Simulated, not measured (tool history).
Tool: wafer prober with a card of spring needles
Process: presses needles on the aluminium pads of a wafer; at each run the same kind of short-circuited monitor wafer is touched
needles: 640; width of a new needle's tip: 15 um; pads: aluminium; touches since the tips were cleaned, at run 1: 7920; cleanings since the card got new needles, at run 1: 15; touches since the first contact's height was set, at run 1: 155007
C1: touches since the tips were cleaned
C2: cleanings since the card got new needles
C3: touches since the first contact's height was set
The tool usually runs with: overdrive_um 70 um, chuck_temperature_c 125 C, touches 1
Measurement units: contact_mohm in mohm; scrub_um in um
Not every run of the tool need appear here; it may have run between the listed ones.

run 1 day=0.000 | overdrive_um=70 chuck_temperature_c=125 touches=1 | C1=7920 C2=15 C3=155007 | contact_mohm=328 scrub_um=14.81
-- day=0.062 tips cleaned on abrasive film
run 2 day=0.400 | overdrive_um=70 chuck_temperature_c=125 touches=1 | C1=3809 C2=16 C3=159472 | contact_mohm=317 scrub_um=14.82
run 3 day=0.775 | overdrive_um=70 chuck_temperature_c=125 touches=1 | C1=8043 C2=16 C3=163706 | contact_mohm=328 scrub_um=14.72
-- day=0.838 tips cleaned on abrasive film
run 4 day=1.204 | overdrive_um=70 chuck_temperature_c=125 touches=1 | C1=4126 C2=17 C3=168486 | contact_mohm=316 scrub_um=14.76
-- day=1.575 tips cleaned on abrasive film
run 5 day=1.600 | overdrive_um=70 chuck_temperature_c=125 touches=1 | C1=244 C2=18 C3=172908 | contact_mohm=273 scrub_um=14.68
run 6 day=2.162 | overdrive_um=70 chuck_temperature_c=125 touches=1 | C1=6601 C2=18 C3=179265 | contact_mohm=328 scrub_um=14.72
-- day=2.362 tips cleaned on abrasive film
run 7 day=2.967 | overdrive_um=70 chuck_temperature_c=125 touches=1 | C1=6786 C2=19 C3=188294 | contact_mohm=331 scrub_um=14.70
-- day=3.100 tips cleaned on abrasive film
run 8 day=3.583 | overdrive_um=70 chuck_temperature_c=125 touches=1 | C1=5481 C2=20 C3=195245 | contact_mohm=325 scrub_um=14.69
-- day=3.842 tips cleaned on abrasive film
run 9 day=4.033 | overdrive_um=70 chuck_temperature_c=125 touches=1 | C1=2156 C2=21 C3=200251 | contact_mohm=298 scrub_um=14.68
-- day=4.638 tips cleaned on abrasive film
run 10 day=4.879 | overdrive_um=70 chuck_temperature_c=80 touches=1 | C1=2729 C2=22 C3=209776 | contact_mohm=304 scrub_um=14.60
-- day=5.396 tips cleaned on abrasive film
run 11 day=5.500 | overdrive_um=70 chuck_temperature_c=80 touches=1 | C1=1149 C2=23 C3=216716 | contact_mohm=284 scrub_um=14.64
-- day=6.142 tips cleaned on abrasive film
run 12 day=6.142 | overdrive_um=70 chuck_temperature_c=80 touches=1 | C1=0 C2=24 C3=223907 | contact_mohm=254 scrub_um=14.61
-- day=6.879 tips cleaned on abrasive film
-- day=6.958 height of the first contact set anew
run 13 day=6.958 | overdrive_um=70 chuck_temperature_c=36 touches=1 | C1=778 C2=25 C3=0 | contact_mohm=270 scrub_um=14.49
run 14 day=7.583 | overdrive_um=70 chuck_temperature_c=125 touches=1 | C1=7820 C2=25 C3=7042 | contact_mohm=335 scrub_um=14.54
-- day=7.638 tips cleaned on abrasive film
run 15 day=8.258 | overdrive_um=69 chuck_temperature_c=125 touches=1 | C1=7016 C2=26 C3=14625 | contact_mohm=335 scrub_um=14.34
-- day=8.379 tips cleaned on abrasive film
run 16 day=9.008 | overdrive_um=69 chuck_temperature_c=125 touches=1 | C1=7095 C2=27 C3=23035 | contact_mohm=331 scrub_um=14.22
-- day=9.171 tips cleaned on abrasive film
run 17 day=9.783 | overdrive_um=70 chuck_temperature_c=29 touches=1 | C1=6928 C2=28 C3=31754 | contact_mohm=320 scrub_um=14.53
-- day=9.942 tips cleaned on abrasive film
-- day=10.658 height of the first contact set anew, once more
run 18 day=10.658 | overdrive_um=72 chuck_temperature_c=125 touches=1 | C1=7974 C2=29 C3=0 | contact_mohm=325 scrub_um=15.53
-- day=10.704 tips cleaned on abrasive film
run 19 day=11.417 | overdrive_um=72 chuck_temperature_c=125 touches=1 | C1=8045 C2=30 C3=8505 | contact_mohm=320 scrub_um=15.54
-- day=11.500 tips cleaned on abrasive film
run 20 day=11.925 | overdrive_um=55 chuck_temperature_c=37 touches=3 | C1=4773 C2=31 C3=14185 | contact_mohm=281 scrub_um=11.84
-- day=12.271 tips cleaned on abrasive film
run 21 day=12.529 | overdrive_um=80 chuck_temperature_c=53 touches=1 | C1=2933 C2=32 C3=20976 | contact_mohm=284 scrub_um=17.28
-- day=13.046 tips cleaned on abrasive film
run 22 day=13.308 | overdrive_um=83 chuck_temperature_c=74 touches=1 | C1=2975 C2=33 C3=29744 | contact_mohm=281 scrub_um=17.83
-- day=13.825 tips cleaned on abrasive film
run 23 day=13.912 | overdrive_um=83 chuck_temperature_c=116 touches=2 | C1=957 C2=34 C3=36477 | contact_mohm=264 scrub_um=17.75
run 24 day=14.454 | overdrive_um=83 chuck_temperature_c=61 touches=2 | C1=7077 C2=34 C3=42597 | contact_mohm=273 scrub_um=17.85
-- day=14.621 tips cleaned on abrasive film
run 25 day=14.992 | overdrive_um=74 chuck_temperature_c=37 touches=1 | C1=4182 C2=35 C3=48645 | contact_mohm=296 scrub_um=15.86
-- day=15.417 tips cleaned on abrasive film
run 26 day=15.800 | overdrive_um=75 chuck_temperature_c=82 touches=1 | C1=4347 C2=36 C3=57720 | contact_mohm=307 scrub_um=16.01
-- day=16.162 tips cleaned on abrasive film
run 27 day=16.183 | overdrive_um=52 chuck_temperature_c=114 touches=1 | C1=231 C2=37 C3=61992 | contact_mohm=289 scrub_um=11.05
-- day=16.904 tips cleaned on abrasive film
run 28 day=16.996 | overdrive_um=53 chuck_temperature_c=125 touches=1 | C1=1032 C2=38 C3=71100 | contact_mohm=315 scrub_um=11.22
run 29 day=17.404 | overdrive_um=68 chuck_temperature_c=35 touches=3 | C1=5672 C2=38 C3=75740 | contact_mohm=267 scrub_um=14.49
-- day=17.646 tips cleaned on abrasive film
run 30 day=17.812 | overdrive_um=68 chuck_temperature_c=86 touches=2 | C1=1892 C2=39 C3=80304 | contact_mohm=277 scrub_um=14.39
run 31 day=18.308 | overdrive_um=50 chuck_temperature_c=86 touches=1 | C1=7500 C2=39 C3=85912 | contact_mohm=394 scrub_um=10.60
-- day=18.396 tips cleaned on abrasive film
run 32 day=18.958 | overdrive_um=50 chuck_temperature_c=86 touches=1 | C1=6349 C2=40 C3=93166 | contact_mohm=398 scrub_um=10.53
-- day=19.167 tips cleaned on abrasive film
run 33 day=19.717 | overdrive_um=59 chuck_temperature_c=40 touches=1 | C1=6223 C2=41 C3=101701 | contact_mohm=345 scrub_um=12.48
-- day=19.900 tips cleaned on abrasive film
run 34 day=20.129 | overdrive_um=64 chuck_temperature_c=71 touches=1 | C1=2578 C2=42 C3=106304 | contact_mohm=310 scrub_um=13.57

Across each entry between runs, compare the hidden state at the last listed run before it with the hidden state at the first listed run after it:
After run 1, before run 2: tips cleaned on abrasive film (day 0.062)
  debris on the tips, nm: 92.1 -> 80.5; way that the needles fall short of the set height, um: 1.51 -> 1.59; tips' diameter, um: 15.53 -> 15.55
  the result without the hidden state subtracted from the measured one, contact_mohm: +69 -> +61 mohm; scrub_um: -0.32 -> -0.34 um
After run 3, before run 4: tips cleaned on abrasive film (day 0.838)
  debris on the tips, nm: 93.5 -> 80.7; way that the needles fall short of the set height, um: 1.59 -> 1.68; tips' diameter, um: 15.55 -> 15.59
  the result without the hidden state subtracted from the measured one, contact_mohm: +71 -> +61 mohm; scrub_um: -0.34 -> -0.36 um
After run 4, before run 5: tips cleaned on abrasive film (day 1.575)
  debris on the tips, nm: 80.7 -> 17.8; way that the needles fall short of the set height, um: 1.68 -> 1.75; tips' diameter, um: 15.59 -> 15.61
  the result without the hidden state subtracted from the measured one, contact_mohm: +61 -> +15 mohm; scrub_um: -0.36 -> -0.37 um
After run 6, before run 7: tips cleaned on abrasive film (day 2.362)
  debris on the tips, nm: 90.8 -> 91; way that the needles fall short of the set height, um: 1.75 -> 1.85; tips' diameter, um: 15.61 -> 15.65
  the result without the hidden state subtracted from the measured one, contact_mohm: +70 -> +71 mohm; scrub_um: -0.38 -> -0.40 um
After run 7, before run 8: tips cleaned on abrasive film (day 3.100)
  debris on the tips, nm: 91 -> 85.9; way that the needles fall short of the set height, um: 1.85 -> 1.95; tips' diameter, um: 15.65 -> 15.68
  the result without the hidden state subtracted from the measured one, contact_mohm: +71 -> +67 mohm; scrub_um: -0.40 -> -0.42 um
After run 8, before run 9: tips cleaned on abrasive film (day 3.842)
  debris on the tips, nm: 85.9 -> 57.6; way that the needles fall short of the set height, um: 1.95 -> 2.06; tips' diameter, um: 15.68 -> 15.72
  the result without the hidden state subtracted from the measured one, contact_mohm: +67 -> +45 mohm; scrub_um: -0.42 -> -0.44 um
After run 9, before run 10: tips cleaned on abrasive film (day 4.638)
  debris on the tips, nm: 57.6 -> 64.3; way that the needles fall short of the set height, um: 2.06 -> 2.14; tips' diameter, um: 15.72 -> 15.75
  the result without the hidden state subtracted from the measured one, contact_mohm: +45 -> +55 mohm; scrub_um: -0.44 -> -0.46 um
After run 10, before run 11: tips cleaned on abrasive film (day 5.396)
  debris on the tips, nm: 64.3 -> 42.8; way that the needles fall short of the set height, um: 2.14 -> 2.24; tips' diameter, um: 15.75 -> 15.78
  the result without the hidden state subtracted from the measured one, contact_mohm: +55 -> +37 mohm; scrub_um: -0.46 -> -0.48 um
After run 11, before run 12: tips cleaned on abrasive film (day 6.142)
  debris on the tips, nm: 42.8 -> 4.8; way that the needles fall short of the set height, um: 2.24 -> 2.34; tips' diameter, um: 15.78 -> 15.82
  the result without the hidden state subtracted from the measured one, contact_mohm: +37 -> +5 mohm; scrub_um: -0.48 -> -0.50 um
After run 12, before run 13: tips cleaned on abrasive film (day 6.879); height of the first contact set anew (day 6.958)
  debris on the tips, nm: 4.8 -> 34.6; way that the needles fall short of the set height, um: 2.34 -> 2.8; tips' diameter, um: 15.82 -> 15.86
  the result without the hidden state subtracted from the measured one, contact_mohm: +5 -> +34 mohm; scrub_um: -0.50 -> -0.61 um
After run 14, before run 15: tips cleaned on abrasive film (day 7.638)
  debris on the tips, nm: 93.1 -> 91.2; way that the needles fall short of the set height, um: 2.8 -> 2.9; tips' diameter, um: 15.86 -> 15.89
  the result without the hidden state subtracted from the measured one, contact_mohm: +75 -> +77 mohm; scrub_um: -0.60 -> -0.62 um
After run 15, before run 16: tips cleaned on abrasive film (day 8.379)
  debris on the tips, nm: 91.2 -> 89.9; way that the needles fall short of the set height, um: 2.9 -> 2.98; tips' diameter, um: 15.89 -> 15.92
  the result without the hidden state subtracted from the measured one, contact_mohm: +77 -> +75 mohm; scrub_um: -0.62 -> -0.64 um
After run 16, before run 17: tips cleaned on abrasive film (day 9.171)
  debris on the tips, nm: 89.9 -> 91.6; way that the needles fall short of the set height, um: 2.98 -> 3.05; tips' diameter, um: 15.92 -> 15.95
  the result without the hidden state subtracted from the measured one, contact_mohm: +75 -> +88 mohm; scrub_um: -0.64 -> -0.66 um
After run 17, before run 18: tips cleaned on abrasive film (day 9.942); height of the first contact set anew, once more (day 10.658)
  debris on the tips, nm: 91.6 -> 92.7; way that the needles fall short of the set height, um: 3.05 -> 0; tips' diameter, um: 15.95 -> 15.99
  the result without the hidden state subtracted from the measured one, contact_mohm: +88 -> +67 mohm; scrub_um: -0.66 -> +0.00 um
After run 18, before run 19: tips cleaned on abrasive film (day 10.704)
  debris on the tips, nm: 92.7 -> 93.1; way that the needles fall short of the set height, um: 0 -> 0.08; tips' diameter, um: 15.99 -> 16.01
  the result without the hidden state subtracted from the measured one, contact_mohm: +67 -> +67 mohm; scrub_um: +0.00 -> -0.01 um
After run 19, before run 20: tips cleaned on abrasive film (day 11.500)
  debris on the tips, nm: 93.1 -> 83.4; way that the needles fall short of the set height, um: 0.08 -> 0.2; tips' diameter, um: 16.01 -> 16.06
  the result without the hidden state subtracted from the measured one, contact_mohm: +67 -> +42 mohm; scrub_um: -0.01 -> -0.05 um
After run 20, before run 21: tips cleaned on abrasive film (day 12.271)
  debris on the tips, nm: 83.4 -> 65.9; way that the needles fall short of the set height, um: 0.2 -> 0.28; tips' diameter, um: 16.06 -> 16.08
  the result without the hidden state subtracted from the measured one, contact_mohm: +42 -> +46 mohm; scrub_um: -0.05 -> -0.06 um
After run 21, before run 22: tips cleaned on abrasive film (day 13.046)
  debris on the tips, nm: 65.9 -> 68.3; way that the needles fall short of the set height, um: 0.28 -> 0.38; tips' diameter, um: 16.08 -> 16.12
  the result without the hidden state subtracted from the measured one, contact_mohm: +46 -> +43 mohm; scrub_um: -0.06 -> -0.08 um
After run 22, before run 23: tips cleaned on abrasive film (day 13.825)
  debris on the tips, nm: 68.3 -> 31.4; way that the needles fall short of the set height, um: 0.38 -> 0.49; tips' diameter, um: 16.12 -> 16.16
  the result without the hidden state subtracted from the measured one, contact_mohm: +43 -> +12 mohm; scrub_um: -0.08 -> -0.10 um
After run 24, before run 25: tips cleaned on abrasive film (day 14.621)
  debris on the tips, nm: 90.4 -> 75.3; way that the needles fall short of the set height, um: 0.49 -> 0.62; tips' diameter, um: 16.16 -> 16.2
  the result without the hidden state subtracted from the measured one, contact_mohm: +35 -> +62 mohm; scrub_um: -0.10 -> -0.13 um
After run 25, before run 26: tips cleaned on abrasive film (day 15.417)
  debris on the tips, nm: 75.3 -> 80; way that the needles fall short of the set height, um: 0.62 -> 0.69; tips' diameter, um: 16.2 -> 16.23
  the result without the hidden state subtracted from the measured one, contact_mohm: +62 -> +61 mohm; scrub_um: -0.13 -> -0.15 um
After run 26, before run 27: tips cleaned on abrasive film (day 16.162)
  debris on the tips, nm: 80 -> 16.7; way that the needles fall short of the set height, um: 0.69 -> 0.81; tips' diameter, um: 16.23 -> 16.27
  the result without the hidden state subtracted from the measured one, contact_mohm: +61 -> +25 mohm; scrub_um: -0.15 -> -0.17 um
After run 27, before run 28: tips cleaned on abrasive film (day 16.904)
  debris on the tips, nm: 16.7 -> 36.6; way that the needles fall short of the set height, um: 0.81 -> 0.92; tips' diameter, um: 16.27 -> 16.31
  the result without the hidden state subtracted from the measured one, contact_mohm: +25 -> +50 mohm; scrub_um: -0.17 -> -0.19 um
After run 29, before run 30: tips cleaned on abrasive film (day 17.646)
  debris on the tips, nm: 88.6 -> 49; way that the needles fall short of the set height, um: 0.92 -> 1; tips' diameter, um: 16.31 -> 16.34
  the result without the hidden state subtracted from the measured one, contact_mohm: +32 -> +28 mohm; scrub_um: -0.20 -> -0.21 um
After run 31, before run 32: tips cleaned on abrasive film (day 18.396)
  debris on the tips, nm: 90.5 -> 89.3; way that the needles fall short of the set height, um: 1 -> 1.1; tips' diameter, um: 16.34 -> 16.37
  the result without the hidden state subtracted from the measured one, contact_mohm: +143 -> +143 mohm; scrub_um: -0.22 -> -0.24 um
After run 32, before run 33: tips cleaned on abrasive film (day 19.167)
  debris on the tips, nm: 89.3 -> 88.8; way that the needles fall short of the set height, um: 1.1 -> 1.21; tips' diameter, um: 16.37 -> 16.41
  the result without the hidden state subtracted from the measured one, contact_mohm: +143 -> +112 mohm; scrub_um: -0.24 -> -0.26 um
After run 33, before run 34: tips cleaned on abrasive film (day 19.900)
  debris on the tips, nm: 88.8 -> 61.1; way that the needles fall short of the set height, um: 1.21 -> 1.34; tips' diameter, um: 16.41 -> 16.45
  the result without the hidden state subtracted from the measured one, contact_mohm: +112 -> +65 mohm; scrub_um: -0.26 -> -0.29 um
